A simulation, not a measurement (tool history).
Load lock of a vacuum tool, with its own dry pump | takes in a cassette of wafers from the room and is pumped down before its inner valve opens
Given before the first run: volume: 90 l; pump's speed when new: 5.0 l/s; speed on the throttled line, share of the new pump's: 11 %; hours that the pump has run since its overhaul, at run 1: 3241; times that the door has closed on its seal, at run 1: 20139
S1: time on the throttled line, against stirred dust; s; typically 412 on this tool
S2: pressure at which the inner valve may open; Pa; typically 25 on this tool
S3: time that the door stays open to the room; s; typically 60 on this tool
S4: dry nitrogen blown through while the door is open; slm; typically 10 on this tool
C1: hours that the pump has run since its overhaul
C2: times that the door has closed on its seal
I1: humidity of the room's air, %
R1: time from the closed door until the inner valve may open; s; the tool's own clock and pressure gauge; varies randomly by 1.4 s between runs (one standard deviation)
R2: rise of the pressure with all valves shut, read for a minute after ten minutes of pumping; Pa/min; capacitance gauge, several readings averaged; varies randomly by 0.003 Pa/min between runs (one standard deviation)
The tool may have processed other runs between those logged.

Run 1, hour 0.0: usual settings; C1 3241; C2 20139; I1 44.4. Result: R1 518.9 s, R2 0.361 Pa/min.
Run 2, hour 135.2: usual settings; C1 3377; C2 20784; I1 45.9. Result: R1 521.4 s, R2 0.382 Pa/min.
Run 3, hour 243.2: usual settings but S1 274 s; C1 3485; C2 21299; I1 46.5. Result: R1 400.8 s, R2 0.398 Pa/min.
Run 4, hour 380.7: usual settings but S1 274 s; C1 3622; C2 21955; I1 47.9. Result: R1 401.2 s, R2 0.409 Pa/min.
Run 5, hour 456.3: usual settings but S1 274 s; C1 3698; C2 22316; I1 42.5. Result: R1 400.5 s, R2 0.424 Pa/min.
Run 6, hour 559.4: usual settings but S2 29 Pa; C1 3801; C2 22807; I1 46.1. Result: R1 523.8 s, R2 0.428 Pa/min.
Run 7, hour 627.9: usual settings but S2 29 Pa; C1 3869; C2 23134; I1 44.7. Result: R1 521.1 s, R2 0.452 Pa/min.
Run 8, hour 699.4: usual settings but S2 29 Pa; C1 3941; C2 23475; I1 43.2. Result: R1 521.0 s, R2 0.448 Pa/min.
Run 9, hour 766.9: usual settings but S2 29 Pa; C1 4008; C2 23797; I1 48.7. Result: R1 520.4 s, R2 0.468 Pa/min.
Run 10, hour 908.5: usual settings but S2 29 Pa; C1 4150; C2 24473; I1 45.0. Result: R1 521.0 s, R2 0.484 Pa/min.
Run 11, hour 1042.8: usual settings but S1 279 s, S2 31 Pa, S3 70 s, S4 37 slm; C1 4284; C2 25113; I1 44.9. Result: R1 402.2 s, R2 0.486 Pa/min.
Run 12, hour 1142.4: usual settings but S1 279 s, S2 31 Pa, S3 114 s, S4 13 slm; C1 4384; C2 25589; I1 42.3. Result: R1 403.0 s, R2 0.528 Pa/min.
Run 13, hour 1244.3: usual settings but S1 279 s, S2 27 Pa, S3 163 s, S4 11 slm; C1 4486; C2 26074; I1 46.8. Result: R1 404.3 s, R2 0.547 Pa/min.
Run 14, hour 1326.4: usual settings but S1 279 s, S2 31 Pa, S3 55 s, S4 11 slm; C1 4568; C2 26466; I1 39.7. Result: R1 399.9 s, R2 0.533 Pa/min.
Run 15, hour 1395.5: usual settings but S1 471 s, S2 27 Pa, S3 57 s, S4 11 slm; C1 4637; C2 26796; I1 46.7. Result: R1 573.9 s, R2 0.550 Pa/min.
Run 16, hour 1525.1: usual settings but S1 289 s, S2 36 Pa; C1 4767; C2 27414; I1 45.3. Result: R1 407.6 s, R2 0.583 Pa/min.
Run 17, hour 1626.8: usual settings but S1 405 s, S2 22 Pa; C1 4868; C2 27899; I1 43.5. Result: R1 519.6 s, R2 0.593 Pa/min.

Forecast each of these 5 alternatives for the next run:
Run A, hour 1713.5: usual settings but S1 348 s, S2 40 Pa, S3 211 s; C1 4955; C2 28313; I1 49.7. Result: R1 ?, R2 ?.
Run B, hour 1713.5: usual settings but S1 432 s, S3 229 s; C1 4955; C2 28313; I1 44.3. Result: R1 ?, R2 ?.
Run C, hour 1713.5: usual settings but S1 591 s, S2 48 Pa, S3 61 s; C1 4955; C2 28313; I1 45.6. Result: R1 ?, R2 ?.
Run D, hour 1713.5: usual settings but S1 748 s, S2 22 Pa, S3 84 s; C1 4955; C2 28313; I1 45.6. Result: R1 ?, R2 ?.
Run E, hour 1713.5: usual settings but S1 349 s, S2 22 Pa, S3 220 s; C1 4955; C2 28313; I1 46.0. Result: R1 ?, R2 ?.

run     R1     R2
  A  460.1  0.633
  B  542.9  0.629
  C  667.9  0.616
  D  827.9  0.609
  E  469.5  0.627
With no hidden state in the tool, these same runs would have given:
run     R1     R2
  A  453.0  0.080
  B  535.5  0.075
  C  662.9  0.054
  D  822.7  0.056
  E  461.7  0.081
